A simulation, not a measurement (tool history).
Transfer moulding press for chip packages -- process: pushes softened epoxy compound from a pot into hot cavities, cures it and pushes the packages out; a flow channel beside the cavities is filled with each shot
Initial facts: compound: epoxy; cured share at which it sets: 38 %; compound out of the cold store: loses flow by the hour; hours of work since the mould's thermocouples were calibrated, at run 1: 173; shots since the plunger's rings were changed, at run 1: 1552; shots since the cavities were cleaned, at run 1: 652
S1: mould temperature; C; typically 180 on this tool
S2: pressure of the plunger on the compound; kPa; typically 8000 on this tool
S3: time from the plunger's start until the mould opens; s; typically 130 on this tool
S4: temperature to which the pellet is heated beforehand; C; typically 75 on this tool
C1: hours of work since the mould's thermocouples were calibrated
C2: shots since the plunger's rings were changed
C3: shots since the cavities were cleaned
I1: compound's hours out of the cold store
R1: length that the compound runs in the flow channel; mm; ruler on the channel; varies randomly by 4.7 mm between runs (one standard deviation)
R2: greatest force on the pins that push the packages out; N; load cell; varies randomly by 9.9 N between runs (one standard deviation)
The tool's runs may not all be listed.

| run | hour | S1 | S2 | S3 | S4 | C1 | C2 | C3 | I1 | R1 | R2 |
|---|---|---|---|---|---|---|---|---|---|---|---|
| 1 | 0.0 | 180 | 8000 | 130 | 75 | 173 | 1552 | 652 | 37.6 | 703 | 1045 |
|  | 22.3 | cavities cleaned with cleaning compound and waxed |
| 2 | 22.5 | 180 | 8000 | 130 | 75 | 183 | 1703 | 2 | 42.8 | 697 | 473 |
| 3 | 44.5 | 180 | 8000 | 130 | 75 | 193 | 1860 | 159 | 41.1 | 692 | 699 |
| 4 | 64.2 | 180 | 8000 | 130 | 75 | 202 | 2002 | 301 | 46.9 | 678 | 808 |
| 5 | 82.1 | 180 | 8000 | 130 | 75 | 211 | 2130 | 429 | 24.4 | 744 | 936 |
| 6 | 104.8 | 180 | 8000 | 130 | 75 | 221 | 2293 | 592 | 31.3 | 714 | 978 |
| 7 | 124.2 | 182 | 8000 | 130 | 75 | 230 | 2432 | 731 | 13.5 | 756 | 994 |
|  | 134.6 | cavities cleaned with cleaning compound and waxed |
| 8 | 139.3 | 182 | 8000 | 130 | 75 | 237 | 2530 | 34 | 16.9 | 759 | 530 |
| 9 | 162.3 | 182 | 8000 | 130 | 75 | 247 | 2695 | 199 | 9.2 | 782 | 732 |
| 10 | 183.9 | 182 | 8000 | 130 | 72 | 257 | 2849 | 353 | 9.4 | 784 | 821 |
| 11 | 199.8 | 186 | 8000 | 130 | 72 | 265 | 2964 | 468 | 18.7 | 739 | 850 |
| 12 | 220.1 | 186 | 8000 | 130 | 72 | 274 | 3110 | 614 | 12.3 | 755 | 928 |
| 13 | 238.3 | 186 | 8000 | 130 | 72 | 282 | 3240 | 744 | 38.2 | 677 | 887 |
|  | 248.4 | cavities cleaned with cleaning compound and waxed |
| 14 | 258.7 | 186 | 8000 | 130 | 72 | 291 | 3375 | 73 | 47.5 | 652 | 556 |
| 15 | 270.6 | 182 | 9040 | 130 | 82 | 297 | 3461 | 159 | 47.3 | 705 | 688 |
| 16 | 281.1 | 182 | 9040 | 130 | 82 | 301 | 3537 | 235 | 22.8 | 781 | 761 |
| 17 | 294.1 | 178 | 8130 | 130 | 82 | 307 | 3630 | 328 | 42.5 | 685 | 924 |
| 18 | 318.3 | 178 | 8130 | 130 | 82 | 319 | 3803 | 501 | 33.5 | 717 | 1020 |
| 19 | 337.6 | 180 | 8000 | 154 | 75 | 328 | 3942 | 640 | 29.5 | 719 | 930 |
| 20 | 350.2 | 186 | 8000 | 130 | 75 | 333 | 4032 | 730 | 36.0 | 675 | 954 |
|  | 361.2 | cavities cleaned with cleaning compound and waxed |
| 21 | 367.0 | 186 | 6260 | 130 | 75 | 341 | 4142 | 42 | 40.0 | 588 | 483 |
| 22 | 385.7 | 182 | 8890 | 142 | 75 | 349 | 4276 | 176 | 26.3 | 748 | 658 |
| 23 | 410.0 | 175 | 8330 | 112 | 75 | 360 | 4451 | 351 | 30.6 | 731 | 1403 |
| 24 | 420.4 | 180 | 10000 | 130 | 78 | 365 | 4525 | 425 | 10.8 | 846 | 934 |
| 25 | 433.4 | 180 | 8090 | 112 | 75 | 371 | 4618 | 518 | 46.6 | 664 | 1143 |
| 26 | 443.9 | 186 | 8000 | 170 | 75 | 376 | 4694 | 594 | 44.6 | 645 | 871 |
| 27 | 457.4 | 178 | 7940 | 162 | 76 | 382 | 4790 | 690 | 15.7 | 744 | 940 |
|  | 474.0 | cavities cleaned with cleaning compound and waxed |
| 28 | 482.6 | 178 | 7940 | 156 | 76 | 393 | 4960 | 61 | 25.4 | 714 | 553 |

3 options for the next run, each taken on its own from the tool as it stands now. Forecast them:
| A | 498.7 | 178 | 6020 | 156 | 76 | 401 | 5076 | 177 | 24.3 | ? | ? |
| B | 498.7 | 178 | 7940 | 149 | 76 | 401 | 5076 | 177 | 18.9 | ? | ? |
| C | 498.7 | 174 | 7400 | 130 | 83 | 401 | 5076 | 177 | 25.3 | ? | ? |

| run | R1 | R2 |
|---|---|---|
| A | 624 | 668 |
| B | 737 | 684 |
| C | 706 | 971 |
The same runs, with their run-to-run variation unchanged, on a tool lacking any hidden condition would have given:
| run | R1 | R2 |
|---|---|---|
| A | 665 | 424 |
| B | 786 | 437 |
| C | 753 | 611 |
